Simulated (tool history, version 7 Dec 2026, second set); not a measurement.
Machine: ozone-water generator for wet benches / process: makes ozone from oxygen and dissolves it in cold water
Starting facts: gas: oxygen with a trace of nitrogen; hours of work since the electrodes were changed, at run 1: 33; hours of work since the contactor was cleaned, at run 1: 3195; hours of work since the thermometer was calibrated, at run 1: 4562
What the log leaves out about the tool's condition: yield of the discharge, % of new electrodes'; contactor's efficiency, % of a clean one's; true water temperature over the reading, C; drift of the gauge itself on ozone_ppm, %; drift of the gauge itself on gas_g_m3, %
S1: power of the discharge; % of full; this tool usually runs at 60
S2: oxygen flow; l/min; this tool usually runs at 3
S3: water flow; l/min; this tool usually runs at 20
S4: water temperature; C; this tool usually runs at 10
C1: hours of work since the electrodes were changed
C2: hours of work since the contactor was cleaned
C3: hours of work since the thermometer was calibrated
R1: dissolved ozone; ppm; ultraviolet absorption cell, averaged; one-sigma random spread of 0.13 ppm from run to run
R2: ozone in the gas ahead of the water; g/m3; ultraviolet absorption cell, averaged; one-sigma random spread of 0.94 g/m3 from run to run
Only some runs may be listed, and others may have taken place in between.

run      day  S1    S2  S3  S4    C1    C2    C3    R1     R2
  1        0  60     3  20  10    33  3195  4562  14.5    161
  2    2.888  60     3  20  10   103  3264  4631  14.3  160.2
  3    5.179  60  2.93  20  10   157  3319  4686    14    161
  4    8.458  60  2.93  20  10   236  3397  4765    14  161.9
  5   10.642  60   1.7  20  10   288  3450  4817    12  210.8
  6   14.971  60   1.7  20  10   392  3553  4921  11.8    209
  7   18.625  60   1.7  20  10   479  3641  5008    12  208.4
  8   20.779  60   1.7  20  10   531  3692  5060  11.7    206
  9   23.025  60     3  20  10   585  3746  5114    14    159
 10   27.688  60     3  20  10   696  3858  5225    14  158.3
      31.446  -- water thermometer calibrated
 11   31.446  60     3  20  10   786  3947     0  13.9  158.4
 12    35.75  60     3  20  10   889  4050   103  13.9  156.9
 13   39.021  60     3  20  10   967  4129   181  13.8    158
 14   43.221  79     3  20  10  1068  4229   282  17.8  200.1
 15   46.038  60  4.82  20  10  1136  4297   350  15.3  125.3
 16   49.208  60     3  20   7  1212  4373   425  14.3  156.8
 17   53.071  60     3  20  10  1304  4465   518  13.7  156.2
 18   56.775  51  1.96  16  10  1393  4554   607  13.1  167.7
 19   59.054  51  1.96  16  10  1447  4609   661  13.3  167.1
 20   61.762  60     3  20  13  1512  4674   726  13.5    157
 21   64.517  67  2.78  15  10  1578  4739   792    19  176.7
 22   66.604  70  1.57  23  10  1628  4789   842    11  241.1
 23   69.067  70  1.57  23  10  1687  4849   901  10.7  243.4
 24   73.362  53     3  31  10  1790  4951  1004   7.7  141.2
 25   75.862  53     3  31  10  1850  5011  1064   7.9  138.7
 26   80.142  62  1.62  31  10  1952  5114  1166   7.2  212.8
 27   84.617  60     3  30  10  2060  5221  1274   9.1    154
 28   89.067  60     3  17   8  2166  5328  1380  15.9  154.3
 29   93.792  60     3  17   8  2279  5441  1493    16  153.3
 30     98.2  60     3  17   8  2385  5546  1599  15.9  152.5
 31  102.233  60  1.64  18  16  2482  5643  1696    12  205.5
 32    105.6  60  1.64  18  16  2562  5724  1776  11.9    205
 33  110.296  60     2  27  16  2675  5836  1889   8.3  186.1
 34  114.054  60     2  27  16  2765  5926  1979   8.4  186.3

Below are 3 alternative next runs, each starting from the tool's condition after run 34. Predict each:
  A  117.575  63  2.17  27  12  2849  6010  2063   ?   ?
  B  117.575  60     2  27  16  2849  6010  2063   ?   ?
  C  117.575  82     2  19  16  2849  6010  2063   ?   ?

run    R1     R2
  A     9  186.1
  B   8.3  184.2
  C  15.3  239.7
Stripped of hidden state, with their random variation kept, the same runs would have yielded:
run    R1     R2
  A  10.3  193.8
  B   9.4  191.5
  C  17.4  252.1
